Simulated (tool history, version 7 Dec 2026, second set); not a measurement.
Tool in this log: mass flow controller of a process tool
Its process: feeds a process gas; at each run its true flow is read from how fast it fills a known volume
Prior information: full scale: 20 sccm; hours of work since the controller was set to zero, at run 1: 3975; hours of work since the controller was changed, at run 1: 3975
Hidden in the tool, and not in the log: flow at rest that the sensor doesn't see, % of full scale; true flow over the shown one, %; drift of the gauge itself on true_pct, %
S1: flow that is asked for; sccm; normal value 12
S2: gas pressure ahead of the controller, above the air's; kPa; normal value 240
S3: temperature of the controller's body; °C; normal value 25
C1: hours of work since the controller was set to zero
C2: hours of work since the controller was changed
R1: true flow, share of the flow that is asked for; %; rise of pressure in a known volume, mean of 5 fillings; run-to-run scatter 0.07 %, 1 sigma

| run | hour | S1 | S2 | S3 | C1 | C2 | R1 |
|---|---|---|---|---|---|---|---|
| 1 | 0 | 12 | 240 | 25 | 3975 | 3975 | 101.42 |
| 2 | 407.2 | 12 | 240 | 25 | 4122 | 4122 | 101.27 |
| 3 | 864.9 | 12 | 190 | 25 | 4287 | 4287 | 101.41 |
| 4 | 1281.7 | 12 | 190 | 25 | 4438 | 4438 | 101.6 |
| 5 | 1516 | 12 | 240 | 25 | 4522 | 4522 | 101.46 |
| 6 | 1877.5 | 5 | 240 | 25 | 4653 | 4653 | 102.3 |
| 7 | 2184 | 5 | 240 | 25 | 4764 | 4764 | 102.43 |
| 8 | 2614.9 | 12 | 222 | 25 | 4919 | 4919 | 101.71 |
| 9 | 3064.5 | 12 | 222 | 25 | 5082 | 5082 | 101.82 |
| 10 | 3292.1 | 12 | 222 | 25 | 5164 | 5164 | 101.81 |
| 11 | 3779.4 | 12 | 222 | 25 | 5340 | 5340 | 101.82 |
| 12 | 4142.7 | 12 | 222 | 25 | 5471 | 5471 | 102.03 |
| 13 | 4502.7 | 12 | 222 | 25 | 5601 | 5601 | 102.14 |
| 14 | 4770.7 | 12 | 222 | 25 | 5698 | 5698 | 102.1 |
| 15 | 5212.9 | 12 | 240 | 25 | 5858 | 5858 | 102.04 |
| 16 | 5712.4 | 12 | 240 | 25 | 6038 | 6038 | 102.09 |
| 17 | 5938.7 | 12 | 240 | 25 | 6120 | 6120 | 102.34 |
| 18 | 6288.7 | 7 | 191 | 37 | 6247 | 6247 | 103.31 |
| 19 | 6792.3 | 11 | 140 | 33 | 6429 | 6429 | 102.97 |
| 20 | 7258.9 | 4 | 243 | 24 | 6597 | 6597 | 104.52 |
|  | 7409.8 | controller's zero set anew |
| 21 | 7735.3 | 4 | 180 | 29 | 118 | 6769 | 100.85 |
| 22 | 7959.2 | 4 | 177 | 39 | 198 | 6850 | 101.21 |
| 23 | 8173.7 | 6 | 183 | 25 | 276 | 6927 | 100.94 |
| 24 | 8431.5 | 3 | 227 | 30 | 369 | 7021 | 101 |
| 25 | 8901.8 | 3 | 227 | 30 | 539 | 7191 | 101.23 |
| 26 | 9138.8 | 3 | 232 | 23 | 625 | 7276 | 100.89 |
| 27 | 9657.4 | 5 | 218 | 21 | 812 | 7464 | 101 |
| 28 | 9994.2 | 12 | 220 | 32 | 934 | 7585 | 101.84 |
| 29 | 10354.6 | 7 | 232 | 34 | 1064 | 7715 | 101.46 |
| 30 | 10880.9 | 9 | 240 | 21 | 1254 | 7906 | 101.35 |
| 31 | 11327.2 | 4 | 277 | 23 | 1415 | 8067 | 101.51 |
| 32 | 11745.2 | 4 | 277 | 23 | 1566 | 8218 | 101.62 |
| 33 | 12263.5 | 8 | 240 | 33 | 1754 | 8405 | 101.78 |
| 34 | 12505.8 | 20 | 254 | 34 | 1841 | 8493 | 102.69 |

Consider 4 possible next runs. They are alternatives, not a sequence: every one starts from the tool as it was left by run 34. What does each give?
| A | 12810.5 | 10 | 147 | 24 | 1951 | 8603 | ? |
| B | 12810.5 | 4 | 193 | 28 | 1951 | 8603 | ? |
| C | 12810.5 | 6 | 274 | 20 | 1951 | 8603 | ? |
| D | 12810.5 | 5 | 253 | 27 | 1951 | 8603 | ? |

| run | R1 |
|---|---|
| A | 102.05 |
| B | 102.27 |
| C | 101.51 |
| D | 101.89 |
The same runs, with their run-to-run variation unchanged, on a tool lacking any hidden condition would have given:
| run | R1 |
|---|---|
| A | 99.24 |
| B | 98.69 |
| C | 98.36 |
| D | 98.57 |

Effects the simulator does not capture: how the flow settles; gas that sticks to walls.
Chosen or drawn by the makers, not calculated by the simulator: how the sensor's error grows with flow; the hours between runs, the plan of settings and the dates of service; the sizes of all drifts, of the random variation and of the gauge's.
